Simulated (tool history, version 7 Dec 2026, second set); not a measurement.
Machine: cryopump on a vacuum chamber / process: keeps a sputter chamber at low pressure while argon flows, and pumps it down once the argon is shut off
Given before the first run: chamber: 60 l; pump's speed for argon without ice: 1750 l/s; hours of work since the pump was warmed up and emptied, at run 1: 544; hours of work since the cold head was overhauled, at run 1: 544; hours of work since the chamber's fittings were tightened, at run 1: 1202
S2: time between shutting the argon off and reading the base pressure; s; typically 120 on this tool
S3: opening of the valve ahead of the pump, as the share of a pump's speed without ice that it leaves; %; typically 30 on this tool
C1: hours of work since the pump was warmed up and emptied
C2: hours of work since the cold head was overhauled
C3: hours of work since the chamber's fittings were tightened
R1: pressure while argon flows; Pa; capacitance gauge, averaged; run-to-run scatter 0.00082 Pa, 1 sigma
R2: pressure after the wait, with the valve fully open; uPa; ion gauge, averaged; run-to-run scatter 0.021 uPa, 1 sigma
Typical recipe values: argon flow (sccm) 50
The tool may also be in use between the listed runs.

run 1 day=0 | argon_flow_(sccm)=50 S2=120 S3=30 | C1=544 C2=544 C3=1202 | R1=0.1672 R2=1.25
run 2 day=1.312 | argon_flow_(sccm)=32 S2=120 S3=30 | C1=566 C2=566 C3=1223 | R1=0.1083 R2=1.28
run 3 day=2.55 | argon_flow_(sccm)=32 S2=120 S3=30 | C1=586 C2=586 C3=1243 | R1=0.1077 R2=1.23
run 4 day=3.242 | argon_flow_(sccm)=50 S2=53 S3=30 | C1=598 C2=598 C3=1255 | R1=0.1679 R2=1.64
run 5 day=4.221 | argon_flow_(sccm)=50 S2=120 S3=30 | C1=614 C2=614 C3=1271 | R1=0.1673 R2=1.27
run 6 day=5.608 | argon_flow_(sccm)=50 S2=120 S3=30 | C1=636 C2=636 C3=1294 | R1=0.1674 R2=1.27
run 7 day=6.992 | argon_flow_(sccm)=50 S2=120 S3=30 | C1=659 C2=659 C3=1316 | R1=0.1688 R2=1.26
run 8 day=8.221 | argon_flow_(sccm)=50 S2=120 S3=30 | C1=679 C2=679 C3=1336 | R1=0.1683 R2=1.37
run 9 day=8.883 | argon_flow_(sccm)=50 S2=120 S3=30 | C1=690 C2=690 C3=1347 | R1=0.1699 R2=1.3
run 10 day=9.729 | argon_flow_(sccm)=50 S2=120 S3=30 | C1=704 C2=704 C3=1361 | R1=0.171 R2=1.31
run 11 day=10.988 | argon_flow_(sccm)=50 S2=120 S3=30 | C1=724 C2=724 C3=1382 | R1=0.1711 R2=1.36
run 12 day=11.721 | argon_flow_(sccm)=50 S2=120 S3=30 | C1=736 C2=736 C3=1394 | R1=0.1704 R2=1.37
run 13 day=12.392 | argon_flow_(sccm)=60 S2=120 S3=30 | C1=747 C2=747 C3=1405 | R1=0.2036 R2=1.44
run 14 day=13.467 | argon_flow_(sccm)=60 S2=36 S3=30 | C1=765 C2=765 C3=1422 | R1=0.2035 R2=2.04
run 15 day=14.1 | argon_flow_(sccm)=60 S2=36 S3=30 | C1=775 C2=775 C3=1433 | R1=0.2045 R2=2.01
run 16 day=15.258 | argon_flow_(sccm)=50 S2=120 S3=35 | C1=794 C2=794 C3=1452 | R1=0.1463 R2=1.49
run 17 day=16.704 | argon_flow_(sccm)=22 S2=120 S3=35 | C1=818 C2=818 C3=1475 | R1=0.0655 R2=1.45
run 18 day=17.862 | argon_flow_(sccm)=32 S2=21 S3=24 | C1=837 C2=837 C3=1494 | R1=0.135 R2=2.86
run 19 day=18.554 | argon_flow_(sccm)=40 S2=120 S3=28 | C1=848 C2=848 C3=1506 | R1=0.147 R2=1.48
run 20 day=19.275 | argon_flow_(sccm)=50 S2=77 S3=30 | C1=860 C2=860 C3=1517 | R1=0.1724 R2=1.69
run 21 day=20.212 | argon_flow_(sccm)=22 S2=124 S3=30 | C1=875 C2=875 C3=1533 | R1=0.0744 R2=1.59
run 22 day=21.167 | argon_flow_(sccm)=80 S2=89 S3=33 | C1=891 C2=891 C3=1548 | R1=0.2538 R2=1.59
run 23 day=22.025 | argon_flow_(sccm)=42 S2=228 S3=41 | C1=905 C2=905 C3=1562 | R1=0.1091 R2=1.43
run 24 day=23.229 | argon_flow_(sccm)=39 S2=64 S3=31 | C1=925 C2=925 C3=1582 | R1=0.1298 R2=1.79
run 25 day=24.35 | argon_flow_(sccm)=50 S2=83 S3=17 | C1=943 C2=943 C3=1601 | R1=0.2955 R2=1.69
run 26 day=25.421 | argon_flow_(sccm)=92 S2=137 S3=15 | C1=961 C2=961 C3=1618 | R1=0.6147 R2=1.59
run 27 day=26.842 | argon_flow_(sccm)=33 S2=137 S3=27 | C1=984 C2=984 C3=1641 | R1=0.1267 R2=1.58
run 28 day=28.125 | argon_flow_(sccm)=50 S2=23 S3=22 | C1=1005 C2=1005 C3=1662 | R1=0.2336 R2=2.97
run 29 day=29.162 | argon_flow_(sccm)=50 S2=23 S3=22 | C1=1022 C2=1022 C3=1679 | R1=0.2325 R2=2.85
run 30 day=30.108 | argon_flow_(sccm)=50 S2=23 S3=22 | C1=1038 C2=1038 C3=1695 | R1=0.2329 R2=2.91
run 31 day=31.008 | argon_flow_(sccm)=50 S2=23 S3=46 | C1=1052 C2=1052 C3=1710 | R1=0.1178 R2=2.87
run 32 day=32.275 | argon_flow_(sccm)=21 S2=84 S3=46 | C1=1073 C2=1073 C3=1730 | R1=0.0506 R2=1.84
run 33 day=33.371 | argon_flow_(sccm)=88 S2=120 S3=30 | C1=1091 C2=1091 C3=1748 | R1=0.3058 R2=1.7

Run 34 is up next; what results do you expect?
run 34 day=34.15 | argon_flow_(sccm)=88 S2=120 S3=33 | C1=1104 C2=1104 C3=1761 | R1=? R2=?

Run 34 came out at R1 0.2817 Pa, R2 1.73 uPa.
Had the tool carried no hidden state, the very same run would have given R1 0.2569 Pa, R2 0.46 uPa.
